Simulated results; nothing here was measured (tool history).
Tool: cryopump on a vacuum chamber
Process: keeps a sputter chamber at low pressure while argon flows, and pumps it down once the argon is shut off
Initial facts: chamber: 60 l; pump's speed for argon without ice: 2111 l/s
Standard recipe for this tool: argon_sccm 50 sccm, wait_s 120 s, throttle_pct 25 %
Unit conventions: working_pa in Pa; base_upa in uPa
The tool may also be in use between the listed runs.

run   hour  argon_sccm  wait_s  throttle_pct  working_pa  base_upa
  1    0.0          50     120            25      0.1620      2.24
  2   12.4          50     120            45      0.0901      2.22
  3   30.3          29     120            25      0.0929      2.20
  4   39.4          29     120            25      0.0932      2.19
  5   52.1          29     120            25      0.0947      2.20
  6   70.8          29     120            25      0.0936      2.25
  7   81.4          29     120            25      0.0938      2.24
  8   99.7          29     120            25      0.0941      2.24
  9  108.7          29     120            25      0.0950      2.29
 10  128.6          50     120            25      0.1639      2.36
 11  147.3          50     120            25      0.1639      2.32
 12  160.9          50     120            25      0.1642      2.41
     179.8  -- leaking fittings of the chamber tightened, without venting
 13  182.9          50     120            25      0.1635      0.49
 14  199.0          50     120            25      0.1657      0.50
 15  207.4          50     120            25      0.1665      0.54
 16  219.2          50     120            25      0.1644      0.56
 17  236.4          50     120            22      0.1869      0.54
 18  250.7          50      63            15      0.2735      0.88
 19  268.3          50     231            45      0.0953      0.42
 20  277.8          74     164            51      0.1251      0.46
 21  293.4          85      32            21      0.3349      1.50
 22  304.4          85      32            21      0.3351      1.51
 23  315.7          85      32            21      0.3345      1.58
 24  332.7          24      78            21      0.0958      0.79
 25  350.5          24      78            21      0.0952      0.80
 26  359.2          24      78            21      0.0949      0.82
 27  377.9          24     226            21      0.0953      0.48
 28  397.7          50      97            25      0.1691      0.71
 29  415.2          50     178            36      0.1203      0.54
 30  428.6          24      30            25      0.0813      1.67
 31  442.7          24      30            25      0.0804      1.75
 32  462.0          46     120            22      0.1762      0.68
 33  479.2          57      25            53      0.0969      2.05
 34  498.1          57      25            53      0.0990      2.04

Branching from run 34: 4 alternative next runs. What would each branch give?
     517.1  -- pump warmed up, emptied and cooled again
  A  517.1          61      25            53           ?         ?
     517.1  -- pump warmed up, emptied and cooled again
  B  517.1          24     168            25           ?         ?
     517.1  -- pump warmed up, emptied and cooled again
  C  517.1          25     204            26           ?         ?
     517.1  -- pump warmed up, emptied and cooled again
  D  517.1          48     120            25           ?         ?

run  working_pa  base_upa
  A      0.0929      1.98
  B      0.0763      0.56
  C      0.0771      0.49
  D      0.1536      0.64
Without the tool's hidden state the same runs would have given:
run  working_pa  base_upa
  A      0.0921      1.82
  B      0.0759      0.40
  C      0.0768      0.33
  D      0.1530      0.48

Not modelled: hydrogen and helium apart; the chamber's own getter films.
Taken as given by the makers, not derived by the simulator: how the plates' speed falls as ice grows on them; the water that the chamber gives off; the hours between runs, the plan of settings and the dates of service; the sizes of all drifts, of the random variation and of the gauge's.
